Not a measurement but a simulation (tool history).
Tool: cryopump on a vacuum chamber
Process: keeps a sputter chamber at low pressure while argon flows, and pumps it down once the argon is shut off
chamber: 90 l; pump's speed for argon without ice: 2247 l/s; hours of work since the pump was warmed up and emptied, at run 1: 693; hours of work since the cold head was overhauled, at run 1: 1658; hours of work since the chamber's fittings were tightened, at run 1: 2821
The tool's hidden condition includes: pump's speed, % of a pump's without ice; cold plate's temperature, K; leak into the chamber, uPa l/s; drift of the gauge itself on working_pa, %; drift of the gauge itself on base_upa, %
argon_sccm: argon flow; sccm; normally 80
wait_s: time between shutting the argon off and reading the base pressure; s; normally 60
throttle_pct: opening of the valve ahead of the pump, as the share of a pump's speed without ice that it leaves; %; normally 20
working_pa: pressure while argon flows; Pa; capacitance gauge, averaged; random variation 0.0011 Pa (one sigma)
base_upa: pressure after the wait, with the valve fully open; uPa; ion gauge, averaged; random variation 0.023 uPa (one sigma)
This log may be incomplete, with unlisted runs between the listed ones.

run     day  argon_sccm  wait_s  throttle_pct  hours of work since the pump was warmed up and emptied  hours of work since the cold head was overhauled  hours of work since the chamber's fittings were tightened  working_pa  base_upa
  1       0          80      60            20                                                     693                                              1658                                                       2821      0.3137      1.24
  2   1.571          80      60            20                                                     714                                              1680                                                       2843      0.3169      1.22
  3   3.933          80      60            20                                                     747                                              1712                                                       2875      0.3205      1.26
  4   5.696          80      20            20                                                     771                                              1737                                                       2899      0.3173      2.42
  5   8.833          80      20            20                                                     814                                              1780                                                       2942      0.3188      2.42
  6  11.146          80      20            20                                                     846                                              1811                                                       2974      0.3184      2.54
  7  14.221          80     282            20                                                     888                                              1854                                                       3017      0.3219      0.91
     16.308  -- pump warmed up, emptied and cooled again
  8    16.9          80      60            16                                                       8                                              1888                                                       3051      0.3804      1.15
  9  18.992          80      60            16                                                      37                                              1917                                                       3079      0.3789       1.2
 10  20.771          80      60            20                                                      61                                              1941                                                       3104      0.3039      1.16
 11  22.279          80      60            20                                                      82                                              1962                                                       3125      0.3051      1.15
 12  24.625          80      60            20                                                     114                                              1994                                                       3157      0.3044      1.22
 13  27.521          80      60            20                                                     154                                              2034                                                       3197      0.3053      1.27
 14  28.958          80      60            20                                                     174                                              2054                                                       3216      0.3081       1.2
 15  31.842          80      60            20                                                     214                                              2093                                                       3256      0.3075      1.24
 16  33.854          80      60            20                                                     241                                              2121                                                       3284      0.3074      1.25

What does the tool deliver on the next run?
 17  35.696          80      60            20                                                     267                                              2146                                                       3309           ?         ?

Logged for run 17: working_pa 0.3068 Pa, base_upa 1.24 uPa.
The same run, on a tool lacking any hidden state, would have yielded working_pa 0.2999 Pa, base_upa 0.71 uPa.

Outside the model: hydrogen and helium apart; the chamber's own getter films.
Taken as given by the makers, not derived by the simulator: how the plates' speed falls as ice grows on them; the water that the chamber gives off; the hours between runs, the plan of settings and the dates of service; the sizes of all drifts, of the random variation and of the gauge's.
